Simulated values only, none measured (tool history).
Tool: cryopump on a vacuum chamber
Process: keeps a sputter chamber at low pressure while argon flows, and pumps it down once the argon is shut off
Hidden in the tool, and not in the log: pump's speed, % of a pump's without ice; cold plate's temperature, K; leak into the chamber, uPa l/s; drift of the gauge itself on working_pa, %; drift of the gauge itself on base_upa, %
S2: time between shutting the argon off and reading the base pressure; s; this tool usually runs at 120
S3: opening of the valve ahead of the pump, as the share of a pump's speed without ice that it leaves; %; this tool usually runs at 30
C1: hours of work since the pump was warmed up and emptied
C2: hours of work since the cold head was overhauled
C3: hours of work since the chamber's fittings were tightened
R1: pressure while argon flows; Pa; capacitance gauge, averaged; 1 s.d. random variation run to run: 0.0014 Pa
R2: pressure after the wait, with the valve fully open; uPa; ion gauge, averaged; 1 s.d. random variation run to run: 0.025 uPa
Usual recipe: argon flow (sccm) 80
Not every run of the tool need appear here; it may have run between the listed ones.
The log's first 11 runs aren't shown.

{"run": 12, "day": 11.858, "argon flow (sccm)": 80, "S2": 69, "S3": 30, "C1": 250, "C2": 250, "C3": 1404, "R1": 0.331, "R2": 3.77}
{"run": 13, "day": 13.317, "argon flow (sccm)": 80, "S2": 120, "S3": 22, "C1": 275, "C2": 275, "C3": 1429, "R1": 0.4512, "R2": 3.19}
{"run": 14, "day": 14.433, "argon flow (sccm)": 80, "S2": 120, "S3": 22, "C1": 294, "C2": 294, "C3": 1448, "R1": 0.4486, "R2": 3.14}
{"run": 15, "day": 15.779, "argon flow (sccm)": 80, "S2": 120, "S3": 30, "C1": 317, "C2": 317, "C3": 1471, "R1": 0.3316, "R2": 3.32}
{"run": 16, "day": 16.967, "argon flow (sccm)": 80, "S2": 120, "S3": 30, "C1": 338, "C2": 338, "C3": 1492, "R1": 0.332, "R2": 3.29}
{"run": 17, "day": 17.971, "argon flow (sccm)": 80, "S2": 120, "S3": 16, "C1": 355, "C2": 355, "C3": 1509, "R1": 0.6185, "R2": 3.31}
{"run": 18, "day": 19.446, "argon flow (sccm)": 42, "S2": 278, "S3": 30, "C1": 380, "C2": 380, "C3": 1534, "R1": 0.1747, "R2": 2.91}
{"run": 19, "day": 20.567, "argon flow (sccm)": 42, "S2": 278, "S3": 37, "C1": 399, "C2": 399, "C3": 1553, "R1": 0.1425, "R2": 3.08}
{"run": 20, "day": 22.038, "argon flow (sccm)": 42, "S2": 278, "S3": 37, "C1": 424, "C2": 424, "C3": 1579, "R1": 0.1425, "R2": 3.08}
{"run": 21, "day": 23.238, "argon flow (sccm)": 50, "S2": 120, "S3": 39, "C1": 445, "C2": 445, "C3": 1599, "R1": 0.1601, "R2": 3.6}
{"run": 22, "day": 24.617, "argon flow (sccm)": 50, "S2": 120, "S3": 39, "C1": 469, "C2": 469, "C3": 1623, "R1": 0.1615, "R2": 3.67}
{"run": 23, "day": 25.958, "argon flow (sccm)": 50, "S2": 120, "S3": 39, "C1": 492, "C2": 492, "C3": 1646, "R1": 0.1615, "R2": 3.63}
{"run": 24, "day": 27.129, "argon flow (sccm)": 99, "S2": 239, "S3": 39, "C1": 512, "C2": 512, "C3": 1666, "R1": 0.3179, "R2": 3.23}
{"run": 25, "day": 28.104, "argon flow (sccm)": 80, "S2": 128, "S3": 30, "C1": 528, "C2": 528, "C3": 1682, "R1": 0.336, "R2": 3.71}
{"run": 26, "day": 29.104, "argon flow (sccm)": 80, "S2": 128, "S3": 30, "C1": 545, "C2": 545, "C3": 1700, "R1": 0.3379, "R2": 3.64}
{"run": 27, "day": 29.729, "argon flow (sccm)": 123, "S2": 245, "S3": 43, "C1": 556, "C2": 556, "C3": 1710, "R1": 0.3639, "R2": 3.46}
{"run": 28, "day": 30.912, "argon flow (sccm)": 36, "S2": 159, "S3": 43, "C1": 576, "C2": 576, "C3": 1731, "R1": 0.1073, "R2": 3.65}
{"run": 29, "day": 31.538, "argon flow (sccm)": 36, "S2": 159, "S3": 43, "C1": 587, "C2": 587, "C3": 1741, "R1": 0.1064, "R2": 3.67}
{"run": 30, "day": 32.458, "argon flow (sccm)": 36, "S2": 159, "S3": 43, "C1": 603, "C2": 603, "C3": 1757, "R1": 0.1073, "R2": 3.76}
{"run": 31, "day": 33.146, "argon flow (sccm)": 80, "S2": 54, "S3": 19, "C1": 615, "C2": 615, "C3": 1769, "R1": 0.5197, "R2": 4.78}
{"run": 32, "day": 34.154, "argon flow (sccm)": 80, "S2": 54, "S3": 19, "C1": 632, "C2": 632, "C3": 1786, "R1": 0.5223, "R2": 4.8}
{"run": 33, "day": 35.571, "argon flow (sccm)": 80, "S2": 24, "S3": 30, "C1": 656, "C2": 656, "C3": 1810, "R1": 0.3368, "R2": 6.99}

Each row is a separate what-if for the run after 33, all from the same tool condition, not one after another. Results?
{"run": "A", "day": 36.954, "argon flow (sccm)": 80, "S2": 24, "S3": 51, "C1": 680, "C2": 680, "C3": 1834, "R1": "?", "R2": "?"}
{"run": "B", "day": 36.954, "argon flow (sccm)": 80, "S2": 55, "S3": 31, "C1": 680, "C2": 680, "C3": 1834, "R1": "?", "R2": "?"}
{"run": "C", "day": 36.954, "argon flow (sccm)": 80, "S2": 24, "S3": 48, "C1": 680, "C2": 680, "C3": 1834, "R1": "?", "R2": "?"}
{"run": "D", "day": 36.954, "argon flow (sccm)": 87, "S2": 257, "S3": 30, "C1": 680, "C2": 680, "C3": 1834, "R1": "?", "R2": "?"}
{"run": "E", "day": 36.954, "argon flow (sccm)": 91, "S2": 24, "S3": 17, "C1": 680, "C2": 680, "C3": 1834, "R1": "?", "R2": "?"}

run=A R1=0.2008 R2=6.86
run=B R1=0.3265 R2=4.80
run=C R1=0.2126 R2=6.90
run=D R1=0.3691 R2=3.51
run=E R1=0.6695 R2=7.05
The same runs, with their run-to-run variation unchanged, on a tool lacking any hidden condition would have given:
run=A R1=0.1895 R2=3.85
run=B R1=0.3151 R2=1.78
run=C R1=0.2013 R2=3.91
run=D R1=0.3566 R2=0.51
run=E R1=0.6565 R2=3.97

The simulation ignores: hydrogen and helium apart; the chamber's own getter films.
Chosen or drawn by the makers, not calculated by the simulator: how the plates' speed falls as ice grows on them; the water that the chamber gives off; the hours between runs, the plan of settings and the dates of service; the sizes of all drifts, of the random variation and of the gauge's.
